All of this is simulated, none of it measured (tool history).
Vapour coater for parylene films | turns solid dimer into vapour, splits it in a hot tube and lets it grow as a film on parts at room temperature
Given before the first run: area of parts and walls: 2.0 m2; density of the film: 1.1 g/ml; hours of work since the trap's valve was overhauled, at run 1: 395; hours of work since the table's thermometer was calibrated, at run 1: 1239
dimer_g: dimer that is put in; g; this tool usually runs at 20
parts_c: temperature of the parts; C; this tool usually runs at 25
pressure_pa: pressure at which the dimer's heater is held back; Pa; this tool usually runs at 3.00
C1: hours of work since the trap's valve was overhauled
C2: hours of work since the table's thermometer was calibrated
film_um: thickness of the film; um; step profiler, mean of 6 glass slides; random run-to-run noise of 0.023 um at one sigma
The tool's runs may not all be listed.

run 1 day=0.000 | dimer_g=20 parts_c=25 pressure_pa=3.00 | C1=395 C2=1239 | film_um=4.41
run 2 day=1.638 | dimer_g=20 parts_c=25 pressure_pa=3.00 | C1=428 C2=1273 | film_um=4.34
run 3 day=3.321 | dimer_g=20 parts_c=25 pressure_pa=3.00 | C1=462 C2=1307 | film_um=4.31
-- day=3.638 trap's valve overhauled
run 4 day=4.883 | dimer_g=20 parts_c=25 pressure_pa=3.00 | C1=25 C2=1335 | film_um=4.71
run 5 day=6.088 | dimer_g=32 parts_c=25 pressure_pa=3.00 | C1=50 C2=1360 | film_um=7.55
run 6 day=7.183 | dimer_g=32 parts_c=25 pressure_pa=3.00 | C1=72 C2=1382 | film_um=7.47
run 7 day=8.700 | dimer_g=30 parts_c=25 pressure_pa=3.00 | C1=103 C2=1413 | film_um=6.99
run 8 day=9.825 | dimer_g=30 parts_c=25 pressure_pa=3.00 | C1=126 C2=1436 | film_um=6.96
run 9 day=11.367 | dimer_g=20 parts_c=25 pressure_pa=3.00 | C1=157 C2=1468 | film_um=4.56
run 10 day=12.504 | dimer_g=20 parts_c=25 pressure_pa=3.00 | C1=181 C2=1491 | film_um=4.55
run 11 day=13.308 | dimer_g=20 parts_c=18 pressure_pa=3.00 | C1=197 C2=1507 | film_um=5.53
run 12 day=14.321 | dimer_g=20 parts_c=25 pressure_pa=3.00 | C1=218 C2=1528 | film_um=4.51
run 13 day=15.950 | dimer_g=20 parts_c=25 pressure_pa=3.00 | C1=251 C2=1561 | film_um=4.53
run 14 day=17.333 | dimer_g=20 parts_c=25 pressure_pa=3.00 | C1=279 C2=1589 | film_um=4.47
-- day=17.500 table's thermometer calibrated
run 15 day=18.746 | dimer_g=20 parts_c=25 pressure_pa=3.00 | C1=307 C2=25 | film_um=4.40
run 16 day=19.671 | dimer_g=20 parts_c=25 pressure_pa=3.00 | C1=326 C2=44 | film_um=4.39
run 17 day=20.908 | dimer_g=20 parts_c=25 pressure_pa=3.00 | C1=351 C2=69 | film_um=4.40
run 18 day=22.162 | dimer_g=20 parts_c=25 pressure_pa=3.00 | C1=376 C2=95 | film_um=4.36
run 19 day=23.167 | dimer_g=20 parts_c=25 pressure_pa=3.00 | C1=397 C2=115 | film_um=4.33
run 20 day=24.542 | dimer_g=20 parts_c=25 pressure_pa=3.00 | C1=425 C2=143 | film_um=4.30
run 21 day=25.917 | dimer_g=20 parts_c=25 pressure_pa=3.00 | C1=453 C2=171 | film_um=4.27
-- day=26.725 trap's valve overhauled
-- day=27.021 table's thermometer calibrated, once more
run 22 day=27.425 | dimer_g=20 parts_c=25 pressure_pa=3.00 | C1=13 C2=8 | film_um=4.76
run 23 day=28.146 | dimer_g=20 parts_c=25 pressure_pa=3.00 | C1=28 C2=23 | film_um=4.76
run 24 day=28.871 | dimer_g=20 parts_c=25 pressure_pa=3.00 | C1=43 C2=38 | film_um=4.77
run 25 day=30.233 | dimer_g=20 parts_c=25 pressure_pa=3.00 | C1=71 C2=65 | film_um=4.74
run 26 day=31.388 | dimer_g=24 parts_c=23 pressure_pa=2.66 | C1=94 C2=89 | film_um=5.99
run 27 day=32.483 | dimer_g=10 parts_c=25 pressure_pa=3.00 | C1=116 C2=111 | film_um=2.36
run 28 day=33.875 | dimer_g=25 parts_c=18 pressure_pa=2.00 | C1=145 C2=140 | film_um=7.18
run 29 day=34.771 | dimer_g=25 parts_c=18 pressure_pa=2.00 | C1=163 C2=158 | film_um=7.13
run 30 day=35.942 | dimer_g=25 parts_c=18 pressure_pa=3.19 | C1=187 C2=182 | film_um=6.88
run 31 day=37.379 | dimer_g=25 parts_c=23 pressure_pa=3.19 | C1=216 C2=211 | film_um=5.99
run 32 day=38.583 | dimer_g=8 parts_c=28 pressure_pa=2.71 | C1=241 C2=236 | film_um=1.69
run 33 day=40.200 | dimer_g=8 parts_c=24 pressure_pa=6.63 | C1=274 C2=268 | film_um=1.73
run 34 day=41.533 | dimer_g=12 parts_c=32 pressure_pa=9.96 | C1=301 C2=296 | film_um=2.04
run 35 day=42.642 | dimer_g=34 parts_c=25 pressure_pa=4.49 | C1=323 C2=318 | film_um=7.40
run 36 day=43.746 | dimer_g=19 parts_c=25 pressure_pa=5.63 | C1=346 C2=341 | film_um=4.04
run 37 day=44.483 | dimer_g=18 parts_c=25 pressure_pa=3.00 | C1=361 C2=356 | film_um=3.99
run 38 day=45.208 | dimer_g=26 parts_c=23 pressure_pa=3.00 | C1=376 C2=370 | film_um=6.06
run 39 day=46.688 | dimer_g=13 parts_c=36 pressure_pa=8.70 | C1=406 C2=401 | film_um=1.94
run 40 day=48.296 | dimer_g=13 parts_c=36 pressure_pa=8.70 | C1=439 C2=433 | film_um=1.95
run 41 day=49.304 | dimer_g=11 parts_c=32 pressure_pa=10.15 | C1=459 C2=454 | film_um=1.78
-- day=49.754 trap's valve overhauled
run 42 day=50.267 | dimer_g=19 parts_c=24 pressure_pa=3.00 | C1=10 C2=470 | film_um=4.64
run 43 day=51.117 | dimer_g=9 parts_c=31 pressure_pa=3.87 | C1=28 C2=487 | film_um=1.75
run 44 day=51.954 | dimer_g=9 parts_c=31 pressure_pa=3.87 | C1=45 C2=504 | film_um=1.75
run 45 day=53.258 | dimer_g=20 parts_c=24 pressure_pa=3.00 | C1=71 C2=531 | film_um=4.79
run 46 day=54.775 | dimer_g=20 parts_c=24 pressure_pa=4.42 | C1=102 C2=562 | film_um=4.62
run 47 day=56.071 | dimer_g=20 parts_c=24 pressure_pa=4.42 | C1=129 C2=588 | film_um=4.60

How the hidden state differs across the entries between the runs, from the last listed run before each to the first after it:
Runs 3 to 4: trap's valve overhauled (day 3.638)
  vapour lost through the trap's worn valve, %: 9.2 -> 0.6; true temperature of the parts over the reading, C: 0.42 -> 0.43
  the result without the hidden state subtracted from the measured one, film_um: -0.49 -> -0.08 um
Runs 14 to 15: table's thermometer calibrated (day 17.500)
  vapour lost through the trap's worn valve, %: 5.7 -> 6.3; true temperature of the parts over the reading, C: 0.51 -> 0.85
  the result without the hidden state subtracted from the measured one, film_um: -0.33 -> -0.40 um
Runs 21 to 22: trap's valve overhauled (day 26.725); table's thermometer calibrated, once more (day 27.021)
  vapour lost through the trap's worn valve, %: 9.1 -> 0.6; true temperature of the parts over the reading, C: 0.9 -> 0.13
  the result without the hidden state subtracted from the measured one, film_um: -0.54 -> -0.05 um
Runs 41 to 42: trap's valve overhauled (day 49.754)
  vapour lost through the trap's worn valve, %: 9.3 -> 0.7; true temperature of the parts over the reading, C: 0.28 -> 0.29
  the result without the hidden state subtracted from the measured one, film_um: -0.20 -> -0.07 um
